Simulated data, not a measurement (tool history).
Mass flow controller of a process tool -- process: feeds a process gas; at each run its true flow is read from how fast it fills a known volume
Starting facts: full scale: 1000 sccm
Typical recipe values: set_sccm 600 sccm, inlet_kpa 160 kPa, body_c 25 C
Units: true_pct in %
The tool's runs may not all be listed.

| run | hour | set_sccm | inlet_kpa | body_c | true_pct |
|---|---|---|---|---|---|
| 1 | 0 | 600 | 160 | 25 | 98.32 |
| 2 | 157.1 | 600 | 160 | 25 | 98.41 |
| 3 | 332.5 | 600 | 160 | 25 | 98.57 |
| 4 | 611.5 | 600 | 160 | 25 | 98.77 |
| 5 | 771.6 | 600 | 160 | 25 | 98.6 |
| 6 | 1141.5 | 600 | 160 | 25 | 98.88 |
| 7 | 1381 | 600 | 160 | 25 | 98.93 |
| 8 | 1555.3 | 600 | 160 | 25 | 99.06 |
| 9 | 1899.2 | 600 | 160 | 25 | 99.15 |
| 10 | 2088.2 | 600 | 160 | 25 | 99.26 |
| 11 | 2394.2 | 600 | 160 | 25 | 99.32 |
| 12 | 2676.1 | 600 | 160 | 25 | 99.44 |
| 13 | 3010.9 | 600 | 160 | 25 | 99.77 |
| 14 | 3251.3 | 600 | 160 | 25 | 99.87 |
| 15 | 3562.9 | 600 | 160 | 25 | 99.85 |
| 16 | 3809.9 | 600 | 189 | 25 | 100.25 |
| 17 | 4041.7 | 600 | 189 | 25 | 100.28 |
| 18 | 4221.9 | 600 | 189 | 25 | 100.43 |
| 19 | 4427.9 | 600 | 189 | 25 | 100.47 |
| 20 | 4783.8 | 600 | 189 | 25 | 100.7 |
| 21 | 5049.4 | 600 | 189 | 25 | 100.74 |
| 22 | 5407.2 | 120 | 189 | 25 | 99.25 |
| 23 | 5682.1 | 120 | 189 | 25 | 99.33 |
|  | 5857.9 | gauge calibrated |
| 24 | 5977.8 | 120 | 214 | 25 | 97.25 |
| 25 | 6245.5 | 120 | 214 | 25 | 97.37 |
| 26 | 6562.4 | 120 | 214 | 25 | 97.46 |
| 27 | 6830.3 | 120 | 214 | 25 | 97.51 |
| 28 | 7150.6 | 696 | 267 | 28 | 99.82 |
| 29 | 7526.3 | 522 | 188 | 39 | 98.41 |
|  | 7635.1 | controller's zero set anew |
| 30 | 7797.5 | 522 | 203 | 39 | 98.56 |
| 31 | 8085.1 | 522 | 203 | 39 | 98.8 |
| 32 | 8366.8 | 522 | 203 | 39 | 98.81 |
| 33 | 8528.4 | 522 | 203 | 39 | 98.9 |
| 34 | 8832.3 | 522 | 260 | 39 | 99.41 |
| 35 | 9055 | 257 | 264 | 25 | 99.25 |
| 36 | 9380.1 | 257 | 264 | 25 | 99.42 |
| 37 | 9690.4 | 600 | 149 | 38 | 99.26 |
| 38 | 9922.8 | 534 | 158 | 28 | 99.79 |
| 39 | 10078.9 | 534 | 158 | 28 | 99.77 |
| 40 | 10261.3 | 171 | 170 | 31 | 98.51 |
| 41 | 10518.8 | 367 | 175 | 31 | 99.48 |
| 42 | 10708.8 | 600 | 162 | 25 | 100.46 |
|  | 10819.7 | gauge calibrated |
| 43 | 10978.7 | 370 | 162 | 22 | 97.92 |
| 44 | 11183.6 | 370 | 222 | 27 | 98.07 |
| 45 | 11537.2 | 600 | 240 | 22 | 99.39 |
| 46 | 11871.1 | 600 | 240 | 22 | 99.6 |
| 47 | 12157.6 | 600 | 240 | 22 | 99.69 |
| 48 | 12484.5 | 717 | 178 | 25 | 99.73 |
| 49 | 12751.7 | 635 | 164 | 24 | 99.5 |

Predict each of these 3 candidate next runs independently; none follows another, all start after run 49:
| A | 13022.9 | 635 | 242 | 38 | ? |
| B | 13022.9 | 855 | 167 | 23 | ? |
| C | 13022.9 | 541 | 164 | 24 | ? |

| run | true_pct |
|---|---|
| A | 99.44 |
| B | 100.26 |
| C | 99.18 |
With the hidden condition removed and each run's random variation left untouched, the same runs would have given:
| run | true_pct |
|---|---|
| A | 98.48 |
| B | 99.29 |
| C | 98.22 |
